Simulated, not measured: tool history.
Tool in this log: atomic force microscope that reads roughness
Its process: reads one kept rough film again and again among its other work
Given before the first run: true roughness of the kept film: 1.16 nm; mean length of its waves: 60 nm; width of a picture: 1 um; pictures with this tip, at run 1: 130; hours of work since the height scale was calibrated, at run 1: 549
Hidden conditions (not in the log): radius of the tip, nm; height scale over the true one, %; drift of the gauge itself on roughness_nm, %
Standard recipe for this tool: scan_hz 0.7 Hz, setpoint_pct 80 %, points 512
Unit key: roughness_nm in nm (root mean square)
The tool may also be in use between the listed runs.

run	hour	scan_hz	setpoint_pct	points	pictures with this tip	hours of work since the height scale was calibrated	roughness_nm
1	0	0.7	80	512	130	549	1.109
2	17.7	0.7	80	512	150	559	1.105
3	44.3	0.7	80	512	179	573	1.111
4	69.4	0.7	80	943	207	586	1.102
5	92.7	0.7	80	943	233	599	1.108
6	112	0.7	80	628	254	609	1.108
7	138.4	0.7	80	628	284	623	1.103
8	151.3	0.7	80	628	298	630	1.11
9	164.7	0.7	80	628	313	637	1.106
10	184.3	0.7	80	512	335	648	1.111
11	198.2	0.7	80	512	350	655	1.112
12	216.3	0.7	80	512	370	665	1.107
# hour 218.6: new tip fitted
13	242.3	0.7	80	512	26	678	1.111
14	261.7	0.7	80	512	48	689	1.105
15	283.9	0.7	80	417	72	700	1.109
16	298.9	0.7	80	417	89	708	1.103
17	320.8	0.7	80	417	113	720	1.102
18	335.5	0.7	80	417	130	728	1.113
19	355.3	0.7	80	512	152	739	1.111
20	381.4	3.543	66	524	180	752	1.059
21	394.3	0.667	62	307	195	759	1.135
22	413.2	0.667	62	497	216	769	1.127
23	440.7	0.667	62	497	246	784	1.134
24	469.6	0.667	62	497	278	800	1.128
25	496	0.7	80	357	307	814	1.098
26	520.5	1.448	80	943	335	827	1.07
27	548.3	1.448	80	943	365	842	1.064
# hour 553.6: new tip fitted
28	571	1.448	80	943	19	853	1.061
29	594.1	1.184	89	358	45	866	1.043
30	605.8	1.135	80	612	58	872	1.082
31	621	1.135	80	612	74	880	1.079
32	649.1	1.135	80	612	105	895	1.086
33	669.8	1.135	80	612	128	906	1.08
34	683.2	1.135	80	612	143	913	1.083
35	710.8	0.504	80	541	174	928	1.11
36	738.7	0.902	82	390	205	943	1.087
37	767.2	0.902	82	390	236	958	1.091
38	787	0.7	80	426	258	969	1.104

Across each entry between runs, compare the hidden state at the last listed run before it with the hidden state at the first listed run after it:
Between runs 12 and 13: new tip fitted (hour 218.6)
  radius of the tip, nm: 8.4 -> 7.1
Between runs 27 and 28: new tip fitted (hour 553.6)
  radius of the tip, nm: 8.4 -> 7.1
